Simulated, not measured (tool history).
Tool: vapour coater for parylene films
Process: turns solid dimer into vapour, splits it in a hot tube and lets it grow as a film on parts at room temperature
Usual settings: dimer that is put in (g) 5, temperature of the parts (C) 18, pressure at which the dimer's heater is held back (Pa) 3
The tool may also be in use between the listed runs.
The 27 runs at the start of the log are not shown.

run     day  dimer that is put in (g)  temperature of the parts (C)  pressure at which the dimer's heater is held back (Pa)  hours of work since the trap's valve was overhauled  hours of work since the table's thermometer was calibrated  thickness of the film (um)
 28  21.583                         5                            24                                                       3                                                  292                                                         685                        0.62
 29  22.158                         5                            24                                                       3                                                  298                                                         692                        0.62
 30  23.271                         5                            11                                                    2.84                                                  311                                                         705                        1.01
 31  24.212                         7                            14                                                     3.4                                                  322                                                         716                        1.23
     25.467  -- trap's valve overhauled
 32  25.542                         2                            30                                                       3                                                    1                                                         730                        0.26
 33    26.1                         4                            14                                                    6.75                                                    7                                                         736                        0.65
 34  26.788                         4                            14                                                    6.75                                                   15                                                         744                        0.66
 35  27.775                         7                            16                                                    6.49                                                   27                                                         756                        1.08
 36  28.821                         7                            11                                                    2.28                                                   39                                                         768                        1.62
 37  29.579                         7                            11                                                    6.58                                                   48                                                         777                        1.28
 38  30.679                         8                            27                                                    5.63                                                   61                                                         790                        0.85
 39  31.762                         7                            23                                                    2.74                                                   73                                                         802                        1.01
 40  32.658                         7                            13                                                    2.74                                                   84                                                         813                        1.43
 41  33.808                         5                            13                                                    3.15                                                   97                                                         826                        0.99
 42    34.8                         5                            13                                                    3.15                                                  109                                                         838                           1
 43  35.508                         4                            21                                                       3                                                  117                                                         846                        0.61
 44  36.367                         4                            21                                                       3                                                  127                                                         856                         0.6
 45  37.008                         5                            17                                                       3                                                  135                                                         864                        0.86
 46    37.7                         8                            16                                                    2.39                                                  143                                                         872                        1.49
 47  38.233                         8                            16                                                    2.39                                                  149                                                         878                        1.51

Forecast each of these 3 alternatives for the next run:
  A  38.9                         8                            11                                                    9.24                                                  157                                                         886                           ?
  B  38.9                         8                            16                                                    4.92                                                  157                                                         886                           ?
  C  38.9                         8                            16                                                    2.29                                                  157                                                         886                           ?

run  thickness of the film (um)
  A                        1.35
  B                        1.28
  C                        1.51
Without the tool's unlogged condition, the same runs would have read:
run  thickness of the film (um)
  A                        1.41
  B                        1.33
  C                        1.57
